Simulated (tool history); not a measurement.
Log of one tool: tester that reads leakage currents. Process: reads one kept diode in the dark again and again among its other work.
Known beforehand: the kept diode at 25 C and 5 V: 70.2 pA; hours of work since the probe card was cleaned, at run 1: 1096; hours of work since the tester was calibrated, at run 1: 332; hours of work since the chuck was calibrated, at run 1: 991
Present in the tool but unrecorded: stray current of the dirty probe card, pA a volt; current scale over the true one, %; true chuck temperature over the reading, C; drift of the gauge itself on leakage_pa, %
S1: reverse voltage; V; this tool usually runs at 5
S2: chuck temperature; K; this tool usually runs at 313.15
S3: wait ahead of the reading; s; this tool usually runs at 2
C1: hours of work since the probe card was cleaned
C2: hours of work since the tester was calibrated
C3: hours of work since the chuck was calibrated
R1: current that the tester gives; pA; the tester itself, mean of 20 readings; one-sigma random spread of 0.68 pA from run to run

run	hour	S1	S2	S3	C1	C2	C3	R1
1	0	5	313.15	2	1096	332	991	237.64
2	25.6	5	313.15	2	1112	348	1007	238.03
3	46.5	5	313.15	2	1126	361	1020	236.73
4	72.5	5	313.15	2	1142	378	1037	237.13
5	102.9	5	313.15	2	1161	397	1056	237.43
6	123.9	5	313.15	2	1175	411	1069	238.24
7	150.8	5	313.15	2	1192	428	1086	238.93
8	164.2	5	305.15	2	1200	436	1095	131.88
9	190	7.12	313.15	2	1217	453	1111	285.01
10	219.2	7.12	302.15	2	1235	471	1130	126.08
11	232.4	7.14	293.15	0.46	1244	479	1138	65.46
12	261	7.14	293.15	0.46	1262	498	1156	64.71
13	290.6	7.14	311.15	1.69	1281	516	1175	249.76
14	307.8	4.92	328.15	0.8	1292	527	1186	676
15	326.3	4.92	328.15	0.8	1303	539	1198	679.8

Forecast each of these 3 alternatives for the next run:
A	343.2	17.02	294.15	4.89	1314	550	1209	?
B	343.2	5	327.15	2.09	1314	550	1209	?
C	343.2	2.95	294.15	0.32	1314	550	1209	?

run	R1
A	108.55
B	637.69
C	44.03
Without the tool's unlogged condition, the same runs would have read:
run	R1
A	94.04
B	609.71
C	40.36
